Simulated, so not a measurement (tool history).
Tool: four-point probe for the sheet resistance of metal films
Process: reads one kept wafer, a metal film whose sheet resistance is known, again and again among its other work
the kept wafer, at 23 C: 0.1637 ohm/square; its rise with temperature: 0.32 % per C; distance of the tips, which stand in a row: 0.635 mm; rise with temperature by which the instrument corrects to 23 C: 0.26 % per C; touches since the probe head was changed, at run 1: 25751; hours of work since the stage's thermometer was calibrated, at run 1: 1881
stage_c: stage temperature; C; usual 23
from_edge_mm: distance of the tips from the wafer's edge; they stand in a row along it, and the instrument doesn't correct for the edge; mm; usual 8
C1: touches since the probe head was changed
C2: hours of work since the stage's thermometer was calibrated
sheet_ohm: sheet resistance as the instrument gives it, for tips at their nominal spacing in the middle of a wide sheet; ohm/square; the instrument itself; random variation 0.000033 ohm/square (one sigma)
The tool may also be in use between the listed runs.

run 1 hour=0 | stage_c=23 from_edge_mm=8 | C1=25751 C2=1881 | sheet_ohm=0.163602
run 2 hour=20.9 | stage_c=23 from_edge_mm=8 | C1=26444 C2=1892 | sheet_ohm=0.163662
run 3 hour=49.8 | stage_c=23 from_edge_mm=8 | C1=27406 C2=1908 | sheet_ohm=0.163634
run 4 hour=65.9 | stage_c=23 from_edge_mm=8 | C1=27941 C2=1917 | sheet_ohm=0.163624
run 5 hour=91.8 | stage_c=23 from_edge_mm=8 | C1=28800 C2=1931 | sheet_ohm=0.163613
run 6 hour=115.4 | stage_c=21 from_edge_mm=8 | C1=29584 C2=1944 | sheet_ohm=0.16339
run 7 hour=128 | stage_c=21 from_edge_mm=8 | C1=30003 C2=1950 | sheet_ohm=0.163379
run 8 hour=150.3 | stage_c=21 from_edge_mm=8 | C1=30743 C2=1963 | sheet_ohm=0.163362
run 9 hour=170.6 | stage_c=21 from_edge_mm=8 | C1=31416 C2=1973 | sheet_ohm=0.163371
run 10 hour=191.2 | stage_c=21 from_edge_mm=8 | C1=32099 C2=1985 | sheet_ohm=0.163399
run 11 hour=211.7 | stage_c=21 from_edge_mm=8 | C1=32782 C2=1996 | sheet_ohm=0.163383
run 12 hour=238.1 | stage_c=21 from_edge_mm=8 | C1=33656 C2=2010 | sheet_ohm=0.163383
run 13 hour=265.1 | stage_c=21 from_edge_mm=8 | C1=34554 C2=2025 | sheet_ohm=0.163349
run 14 hour=279.2 | stage_c=21 from_edge_mm=8 | C1=35022 C2=2032 | sheet_ohm=0.163377
run 15 hour=308.9 | stage_c=23 from_edge_mm=8 | C1=36011 C2=2048 | sheet_ohm=0.163579
run 16 hour=328.2 | stage_c=30 from_edge_mm=8 | C1=36650 C2=2059 | sheet_ohm=0.164293
run 17 hour=351.4 | stage_c=30 from_edge_mm=8 | C1=37422 C2=2071 | sheet_ohm=0.16425
run 18 hour=367.8 | stage_c=30 from_edge_mm=8 | C1=37966 C2=2080 | sheet_ohm=0.164272
-- hour=373.9 stage's thermometer calibrated
run 19 hour=390 | stage_c=30 from_edge_mm=8 | C1=38685 C2=9 | sheet_ohm=0.164735
run 20 hour=415.3 | stage_c=23 from_edge_mm=8 | C1=39525 C2=22 | sheet_ohm=0.163969
run 21 hour=437.6 | stage_c=23 from_edge_mm=8 | C1=40265 C2=34 | sheet_ohm=0.163938
run 22 hour=464.1 | stage_c=23 from_edge_mm=8 | C1=41148 C2=49 | sheet_ohm=0.163953
run 23 hour=479.5 | stage_c=33 from_edge_mm=15 | C1=41658 C2=57 | sheet_ohm=0.164601
run 24 hour=509 | stage_c=29 from_edge_mm=22 | C1=42638 C2=73 | sheet_ohm=0.164102
run 25 hour=535.5 | stage_c=29 from_edge_mm=22 | C1=43516 C2=87 | sheet_ohm=0.164078
run 26 hour=551.9 | stage_c=29 from_edge_mm=22 | C1=44062 C2=96 | sheet_ohm=0.164082
run 27 hour=573.9 | stage_c=23 from_edge_mm=14 | C1=44791 C2=108 | sheet_ohm=0.163589
run 28 hour=589.5 | stage_c=23 from_edge_mm=43 | C1=45310 C2=117 | sheet_ohm=0.163357
run 29 hour=609.6 | stage_c=30 from_edge_mm=12 | C1=45977 C2=127 | sheet_ohm=0.164351
run 30 hour=628.4 | stage_c=30 from_edge_mm=12 | C1=46603 C2=138 | sheet_ohm=0.164341
run 31 hour=652.2 | stage_c=25 from_edge_mm=8 | C1=47391 C2=150 | sheet_ohm=0.164134
run 32 hour=676.3 | stage_c=31 from_edge_mm=15 | C1=48193 C2=164 | sheet_ohm=0.164351
run 33 hour=692.6 | stage_c=23 from_edge_mm=9 | C1=48733 C2=172 | sheet_ohm=0.163802
run 34 hour=705.9 | stage_c=35 from_edge_mm=13 | C1=49176 C2=180 | sheet_ohm=0.164758
run 35 hour=725.5 | stage_c=35 from_edge_mm=13 | C1=49826 C2=190 | sheet_ohm=0.164767
run 36 hour=751.8 | stage_c=35 from_edge_mm=20 | C1=50701 C2=204 | sheet_ohm=0.164696
run 37 hour=765.8 | stage_c=22 from_edge_mm=56 | C1=51166 C2=212 | sheet_ohm=0.163238
run 38 hour=792.1 | stage_c=27 from_edge_mm=11 | C1=52039 C2=226 | sheet_ohm=0.163955
run 39 hour=818.4 | stage_c=27 from_edge_mm=11 | C1=52911 C2=240 | sheet_ohm=0.163996
run 40 hour=835.4 | stage_c=19 from_edge_mm=40 | C1=53476 C2=250 | sheet_ohm=0.162894
run 41 hour=851.4 | stage_c=19 from_edge_mm=7 | C1=54008 C2=258 | sheet_ohm=0.163648
run 42 hour=876.9 | stage_c=32 from_edge_mm=7 | C1=54854 C2=272 | sheet_ohm=0.164984
run 43 hour=897.9 | stage_c=32 from_edge_mm=7 | C1=55551 C2=283 | sheet_ohm=0.164987

Some steps in sheet_ohm between neighbouring runs. How much of each would the tool show without its hidden state too (settings, what came in, random variation), and how much is left for the hidden state, with any gauge scatter that isn't in both results?
The hidden state here: inner tips' distance over the nominal, %; tips' flats over new ones', %; wafer's true temperature over the reading, C; drift of the gauge itself on sheet_ohm, %.
Run 5 -> 6: stage_c 23 -> 21. sheet_ohm -0.000223 ohm/square: hidden state -0.000009, all else -0.000214.
Run 18 -> 19: stage's thermometer calibrated. sheet_ohm +0.000463 ohm/square: hidden state +0.000447, all else +0.000016.
Run 36 -> 37: stage_c 35 -> 22, from_edge_mm 20 -> 56. sheet_ohm -0.001458 ohm/square: hidden state -0.000001, all else -0.001457.
Run 37 -> 38: stage_c 22 -> 27, from_edge_mm 56 -> 11. sheet_ohm +0.000717 ohm/square: hidden state -0.000009, all else +0.000726.
Run 39 -> 40: stage_c 27 -> 19, from_edge_mm 11 -> 40. sheet_ohm -0.001102 ohm/square: hidden state -0.000002, all else -0.0011.
Run 41 -> 42: stage_c 19 -> 32. sheet_ohm +0.001336 ohm/square: hidden state -0.000008, all else +0.001344.

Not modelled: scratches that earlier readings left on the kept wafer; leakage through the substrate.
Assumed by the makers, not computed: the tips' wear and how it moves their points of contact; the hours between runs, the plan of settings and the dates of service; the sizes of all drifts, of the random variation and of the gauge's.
